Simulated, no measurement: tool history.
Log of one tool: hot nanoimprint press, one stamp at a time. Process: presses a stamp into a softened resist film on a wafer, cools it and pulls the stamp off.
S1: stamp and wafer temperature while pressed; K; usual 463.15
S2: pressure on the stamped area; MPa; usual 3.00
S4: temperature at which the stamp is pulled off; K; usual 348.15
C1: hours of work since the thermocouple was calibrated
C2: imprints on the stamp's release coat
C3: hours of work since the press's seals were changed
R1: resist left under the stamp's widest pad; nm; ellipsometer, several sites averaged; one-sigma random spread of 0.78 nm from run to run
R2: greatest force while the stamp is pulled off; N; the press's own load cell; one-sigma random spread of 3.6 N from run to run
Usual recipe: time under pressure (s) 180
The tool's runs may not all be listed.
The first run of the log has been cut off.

{"run": 2, "hour": 27.4, "S1": 463.15, "S2": 3.0, "time under pressure (s)": 180, "S4": 348.15, "C1": 308, "C2": 376, "C3": 495, "R1": 209.9, "R2": 192}
{"run": 3, "hour": 47.9, "S1": 463.15, "S2": 3.0, "time under pressure (s)": 180, "S4": 348.15, "C1": 317, "C2": 436, "C3": 504, "R1": 210.2, "R2": 202}
{"hour": 84.8, "done": "stamp cleaned and given a new release coat"}
{"run": 4, "hour": 89.5, "S1": 474.15, "S2": 3.0, "time under pressure (s)": 180, "S4": 348.15, "C1": 332, "C2": 14, "C3": 519, "R1": 159.7, "R2": 176}
{"run": 5, "hour": 124.2, "S1": 474.15, "S2": 3.0, "time under pressure (s)": 180, "S4": 348.15, "C1": 347, "C2": 114, "C3": 534, "R1": 159.4, "R2": 177}
{"run": 6, "hour": 145.9, "S1": 474.15, "S2": 3.0, "time under pressure (s)": 180, "S4": 348.15, "C1": 356, "C2": 177, "C3": 543, "R1": 159.0, "R2": 181}
{"run": 7, "hour": 165.2, "S1": 474.15, "S2": 3.0, "time under pressure (s)": 180, "S4": 348.15, "C1": 365, "C2": 233, "C3": 551, "R1": 159.2, "R2": 192}
{"run": 8, "hour": 186.2, "S1": 458.15, "S2": 3.0, "time under pressure (s)": 180, "S4": 348.15, "C1": 374, "C2": 295, "C3": 560, "R1": 236.9, "R2": 188}
{"run": 9, "hour": 211.2, "S1": 458.15, "S2": 3.0, "time under pressure (s)": 180, "S4": 348.15, "C1": 384, "C2": 367, "C3": 571, "R1": 237.7, "R2": 197}
{"run": 10, "hour": 234.2, "S1": 463.15, "S2": 3.0, "time under pressure (s)": 180, "S4": 348.15, "C1": 394, "C2": 434, "C3": 581, "R1": 206.6, "R2": 203}
{"run": 11, "hour": 257.8, "S1": 463.15, "S2": 3.0, "time under pressure (s)": 180, "S4": 348.15, "C1": 404, "C2": 503, "C3": 591, "R1": 207.7, "R2": 204}
{"hour": 271.5, "done": "stamp cleaned and given a new release coat"}
{"run": 12, "hour": 290.5, "S1": 463.15, "S2": 3.0, "time under pressure (s)": 130, "S4": 348.15, "C1": 415, "C2": 55, "C3": 602, "R1": 235.0, "R2": 169}
{"run": 13, "hour": 309.6, "S1": 463.15, "S2": 3.0, "time under pressure (s)": 180, "S4": 348.15, "C1": 424, "C2": 111, "C3": 610, "R1": 209.6, "R2": 174}
{"run": 14, "hour": 345.8, "S1": 463.15, "S2": 3.0, "time under pressure (s)": 180, "S4": 348.15, "C1": 439, "C2": 216, "C3": 626, "R1": 208.5, "R2": 181}
{"run": 15, "hour": 380.7, "S1": 463.15, "S2": 3.0, "time under pressure (s)": 180, "S4": 348.15, "C1": 454, "C2": 317, "C3": 640, "R1": 207.2, "R2": 191}
{"hour": 385.8, "done": "plate thermocouple calibrated"}
{"run": 16, "hour": 419.1, "S1": 469.15, "S2": 4.16, "time under pressure (s)": 105, "S4": 351.15, "C1": 14, "C2": 420, "C3": 656, "R1": 185.0, "R2": 189}
{"hour": 460.3, "done": "stamp cleaned and given a new release coat"}
{"run": 17, "hour": 460.3, "S1": 455.15, "S2": 3.15, "time under pressure (s)": 105, "S4": 351.15, "C1": 29, "C2": 0, "C3": 671, "R1": 293.0, "R2": 155}
{"hour": 497.1, "done": "plate thermocouple calibrated, once more"}
{"run": 18, "hour": 499.7, "S1": 463.15, "S2": 3.85, "time under pressure (s)": 292, "S4": 348.15, "C1": 1, "C2": 105, "C3": 686, "R1": 159.0, "R2": 179}
{"run": 19, "hour": 535.6, "S1": 461.15, "S2": 3.0, "time under pressure (s)": 354, "S4": 348.15, "C1": 16, "C2": 210, "C3": 701, "R1": 177.7, "R2": 193}
{"run": 20, "hour": 556.3, "S1": 455.15, "S2": 4.71, "time under pressure (s)": 180, "S4": 351.15, "C1": 25, "C2": 270, "C3": 710, "R1": 220.2, "R2": 189}
{"run": 21, "hour": 587.2, "S1": 460.15, "S2": 3.0, "time under pressure (s)": 207, "S4": 337.15, "C1": 38, "C2": 360, "C3": 724, "R1": 223.3, "R2": 247}
{"run": 22, "hour": 620.0, "S1": 460.15, "S2": 3.0, "time under pressure (s)": 207, "S4": 337.15, "C1": 52, "C2": 455, "C3": 737, "R1": 222.4, "R2": 253}
{"hour": 651.7, "done": "stamp cleaned and given a new release coat"}
{"run": 23, "hour": 656.2, "S1": 460.15, "S2": 3.0, "time under pressure (s)": 170, "S4": 342.15, "C1": 65, "C2": 13, "C3": 750, "R1": 239.4, "R2": 191}

For run 24, what comes out?
{"run": 24, "hour": 685.2, "S1": 468.15, "S2": 3.0, "time under pressure (s)": 170, "S4": 342.15, "C1": 78, "C2": 97, "C3": 763, "R1": "?", "R2": "?"}

{"run 24": {"R1": 194.5, "R2": 204}}
If the tool had no hidden condition, the same run with the same run-to-run variation would have returned R1 192.3 nm, R2 197 N.

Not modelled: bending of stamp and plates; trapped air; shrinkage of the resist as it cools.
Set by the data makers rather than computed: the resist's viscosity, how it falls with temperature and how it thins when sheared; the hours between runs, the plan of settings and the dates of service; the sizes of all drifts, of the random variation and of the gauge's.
